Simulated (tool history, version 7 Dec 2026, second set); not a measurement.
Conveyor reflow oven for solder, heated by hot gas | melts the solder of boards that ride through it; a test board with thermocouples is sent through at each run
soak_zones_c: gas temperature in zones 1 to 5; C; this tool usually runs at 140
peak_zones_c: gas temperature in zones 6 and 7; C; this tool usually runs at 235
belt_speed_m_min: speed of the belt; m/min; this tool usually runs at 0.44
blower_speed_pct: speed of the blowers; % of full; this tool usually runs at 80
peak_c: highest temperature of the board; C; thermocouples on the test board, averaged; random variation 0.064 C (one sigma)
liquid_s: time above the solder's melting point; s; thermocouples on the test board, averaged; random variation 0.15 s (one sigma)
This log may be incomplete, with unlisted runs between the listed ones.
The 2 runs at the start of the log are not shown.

Run 3, hour 34.2: usual settings. Result: peak_c 221.23 C, liquid_s 76.2 s.
Run 4, hour 41.9: usual settings. Result: peak_c 221.32 C, liquid_s 76.3 s.
Run 5, hour 53.3: usual settings. Result: peak_c 221.19 C, liquid_s 76.3 s.
Run 6, hour 63.8: usual settings but peak_zones_c 248 C. Result: peak_c 232.48 C, liquid_s 84.3 s.
Run 7, hour 71.3: usual settings but belt_speed_m_min 0.497 m/min. Result: peak_c 217.35 C, liquid_s 63.4 s.
Run 8, hour 78.5: usual settings. Result: peak_c 221.2 C, liquid_s 76.1 s.
Run 9, hour 92.8: usual settings. Result: peak_c 221.13 C, liquid_s 76.4 s.
Run 10, hour 105.9: usual settings. Result: peak_c 221.06 C, liquid_s 76.5 s.
Run 11, hour 121.1: usual settings but peak_zones_c 238 C. Result: peak_c 223.67 C, liquid_s 78.3 s.
Run 12, hour 137.8: usual settings but peak_zones_c 243 C. Result: peak_c 227.91 C, liquid_s 81.3 s.
Run 13, hour 147.3: usual settings but peak_zones_c 243 C. Result: peak_c 227.89 C, liquid_s 81.3 s.
Run 14, hour 161.2: usual settings. Result: peak_c 220.97 C, liquid_s 75.9 s.
Run 15, hour 176.4: usual settings. Result: peak_c 220.83 C, liquid_s 76 s.
Run 16, hour 189.2: usual settings but soak_zones_c 147 C, peak_zones_c 231 C, belt_speed_m_min 0.522 m/min. Result: peak_c 213.45 C, liquid_s 59.9 s.
Run 17, hour 204.4: usual settings but soak_zones_c 147 C, peak_zones_c 231 C, belt_speed_m_min 0.522 m/min. Result: peak_c 213.4 C, liquid_s 59.9 s.
Run 18, hour 216.5: usual settings but soak_zones_c 135 C, peak_zones_c 238 C, belt_speed_m_min 0.493 m/min, blower_speed_pct 77 % of full. Result: peak_c 217.79 C, liquid_s 62.6 s.
Run 19, hour 223.8: usual settings but soak_zones_c 134 C, peak_zones_c 245 C, belt_speed_m_min 0.493 m/min, blower_speed_pct 77 % of full. Result: peak_c 223.19 C, liquid_s 66.4 s.
Run 20, hour 232.1: usual settings but soak_zones_c 134 C, peak_zones_c 245 C, belt_speed_m_min 0.493 m/min, blower_speed_pct 77 % of full. Result: peak_c 223.21 C, liquid_s 66.4 s.
At hour 238.3: flux residue cleaned out of gas plates and filters.
Run 21, hour 248.4: usual settings but blower_speed_pct 52 % of full. Result: peak_c 211.85 C, liquid_s 64.8 s.
Run 22, hour 259.8: usual settings but soak_zones_c 151 C, belt_speed_m_min 0.375 m/min, blower_speed_pct 52 % of full. Result: peak_c 219.96 C, liquid_s 94.2 s.
Run 23, hour 274.5: usual settings but soak_zones_c 133 C, belt_speed_m_min 0.436 m/min, blower_speed_pct 51 % of full. Result: peak_c 210 C, liquid_s 59.8 s.
Run 24, hour 281.7: usual settings but soak_zones_c 132 C, belt_speed_m_min 0.402 m/min. Result: peak_c 221.25 C, liquid_s 80.6 s.
Run 25, hour 294.4: usual settings but soak_zones_c 132 C, peak_zones_c 230 C, belt_speed_m_min 0.402 m/min, blower_speed_pct 68 % of full. Result: peak_c 214.07 C, liquid_s 72.3 s.
Run 26, hour 308.6: usual settings but soak_zones_c 132 C, peak_zones_c 230 C, belt_speed_m_min 0.525 m/min, blower_speed_pct 68 % of full. Result: peak_c 204.12 C, liquid_s 42.4 s.
At hour 316.1: flux residue cleaned out of gas plates and filters, once more.
Run 27, hour 329: usual settings but soak_zones_c 132 C, peak_zones_c 230 C, belt_speed_m_min 0.525 m/min, blower_speed_pct 68 % of full. Result: peak_c 207.02 C, liquid_s 46.6 s.

For run 28, what comes out?
Run 28, hour 337.7: usual settings. Result: peak_c ?, liquid_s ?.

peak_c: 222.03 C
liquid_s: 77.4 s
Had the tool carried no hidden state, the very same run would have given peak_c 220.48 C, liquid_s 75.6 s.

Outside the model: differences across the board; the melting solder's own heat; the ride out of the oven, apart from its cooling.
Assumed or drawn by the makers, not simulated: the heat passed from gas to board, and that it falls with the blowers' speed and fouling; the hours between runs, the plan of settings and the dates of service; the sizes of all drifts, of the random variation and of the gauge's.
